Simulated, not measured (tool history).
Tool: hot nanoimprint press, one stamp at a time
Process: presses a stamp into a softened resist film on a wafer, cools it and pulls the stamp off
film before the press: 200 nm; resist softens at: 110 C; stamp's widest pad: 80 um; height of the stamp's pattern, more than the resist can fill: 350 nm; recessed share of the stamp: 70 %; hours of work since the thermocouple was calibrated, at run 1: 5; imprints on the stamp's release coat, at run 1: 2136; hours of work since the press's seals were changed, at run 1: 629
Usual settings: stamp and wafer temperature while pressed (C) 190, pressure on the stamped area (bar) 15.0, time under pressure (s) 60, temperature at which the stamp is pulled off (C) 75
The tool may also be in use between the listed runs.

run    hour  stamp and wafer temperature while pressed (C)  pressure on the stamped area (bar)  time under pressure (s)  temperature at which the stamp is pulled off (C)  hours of work since the thermocouple was calibrated  imprints on the stamp's release coat  hours of work since the press's seals were changed  resist left under the stamp's widest pad (angstrom)  greatest force while the stamp is pulled off (N)
  1     0.0                                            190                                15.0                       60                                                75                                                    5                                  2136                                                 629                                                  918                                               222
       51.2  -- stamp cleaned and given a new release coat
  2    53.2                                            190                                15.0                       60                                                75                                                   43                                     9                                                 666                                                  915                                               150
  3    93.5                                            190                                15.0                       60                                                75                                                   74                                   182                                                 698                                                  915                                               156
  4   119.1                                            190                                15.0                       60                                                75                                                   95                                   293                                                 718                                                  890                                               156
  5   155.5                                            190                                15.0                       60                                                75                                                  123                                   449                                                 747                                                  901                                               164
  6   199.8                                            190                                15.0                       60                                                75                                                  158                                   639                                                 782                                                  883                                               173
  7   241.3                                            190                                16.0                       60                                                75                                                  191                                   818                                                 814                                                  851                                               175
  8   294.9                                            190                                16.0                       60                                                75                                                  233                                  1049                                                 857                                                  853                                               184
  9   350.2                                            201                                15.0                       60                                                75                                                  277                                  1286                                                 900                                                  529                                               187
 10   392.4                                            201                                15.0                       60                                                75                                                  310                                  1468                                                 934                                                  531                                               196
 11   442.8                                            190                                15.0                       60                                                75                                                  350                                  1685                                                 973                                                  848                                               200
 12   491.1                                            194                                15.0                       60                                                75                                                  388                                  1892                                                1012                                                  710                                               208
 13   523.7                                            194                                15.0                       60                                                75                                                  414                                  2033                                                1037                                                  704                                               220
 14   579.4                                            194                                 9.2                       60                                                75                                                  458                                  2272                                                1081                                                  888                                               223
      599.0  -- stamp cleaned and given a new release coat
 15   639.2                                            189                                 9.2                       60                                                75                                                  500                                   172                                                1124                                                 1090                                               152
 16   677.0                                            189                                 9.2                       60                                                75                                                  530                                   335                                                1154                                                 1072                                               156
 17   716.5                                            189                                12.3                       60                                                75                                                  561                                   505                                                1185                                                  939                                               157
      727.0  -- plate thermocouple calibrated
      747.2  -- press's hydraulic seals changed and the load cell set to zero
 18   777.6                                            189                                12.3                       60                                                75                                                   34                                   720                                                  24                                                 1034                                               170
 19   826.5                                            189                                12.3                       36                                                67                                                   72                                   931                                                  63                                                 1211                                               198
 20   857.0                                            189                                18.4                       36                                                79                                                   96                                  1062                                                  87                                                 1020                                               174
 21   891.8                                            190                                15.0                       32                                                69                                                  124                                  1211                                                 114                                                 1110                                               204
 22   921.9                                            201                                16.8                       60                                                75                                                  147                                  1341                                                 138                                                  502                                               205
 23   955.9                                            201                                16.8                       60                                                75                                                  174                                  1487                                                 165                                                  503                                               194
 24   987.5                                            201                                16.8                       60                                                75                                                  199                                  1623                                                 190                                                  504                                               207
 25  1027.8                                            201                                16.8                       60                                                75                                                  231                                  1796                                                 221                                                  490                                               207
 26  1081.9                                            186                                20.3                       60                                                75                                                  274                                  2029                                                 264                                                  902                                               220
 27  1125.4                                            183                                21.6                       60                                                75                                                  308                                  2216                                                 298                                                  990                                               226
     1159.9  -- stamp cleaned and given a new release coat
 28  1177.7                                            190                                15.0                       55                                                63                                                  345                                    76                                                 335                                                  887                                               177
 29  1229.9                                            190                                10.4                       60                                                75                                                  386                                   301                                                 376                                                  997                                               147
 30  1277.2                                            191                                19.4                       31                                                66                                                  423                                   504                                                 414                                                  904                                               182
 31  1323.1                                            191                                19.4                       31                                                66                                                  459                                   702                                                 450                                                  910                                               192

Measured less the same run without the tool's hidden state. The same run-to-run variation is in both; the gauge's scatter may not be:
The hidden state here: true temperature over the reading, C; pressure that arrives at the usual setting, %; grip of the stamp's worn release coat, % over a new coat's; drift of the gauge itself on residual_nm, %; drift of the gauge itself on pull_off_n, %.
run  resist left under the stamp's widest pad (angstrom)  greatest force while the stamp is pulled off (N)
  1                                                  +13                                               +72
  2                                                   +6                                                +0
  3                                                   +1                                                +5
  4                                                   -2                                                +8
  5                                                   -7                                               +13
  6                                                  -13                                               +19
  7                                                  -17                                               +24
  8                                                  -24                                               +32
  9                                                  -17                                               +39
 10                                                  -21                                               +45
 11                                                  -43                                               +51
 12                                                  -42                                               +58
 13                                                  -44                                               +66
 14                                                  -67                                               +72
 15                                                  -86                                                +1
 16                                                  -92                                                +5
 17                                                  -90                                               +10
 18                                                   +1                                               +22
 19                                                   -6                                               +32
 20                                                  -10                                               +32
 21                                                  -16                                               +42
 22                                                  -10                                               +45
 23                                                  -13                                               +46
 24                                                  -15                                               +53
 25                                                  -17                                               +57
 26                                                  -41                                               +67
 27                                                  -51                                               +74
 28                                                  -51                                                +0
 29                                                  -63                                                +5
 30                                                  -62                                               +14
 31                                                  -67                                               +21
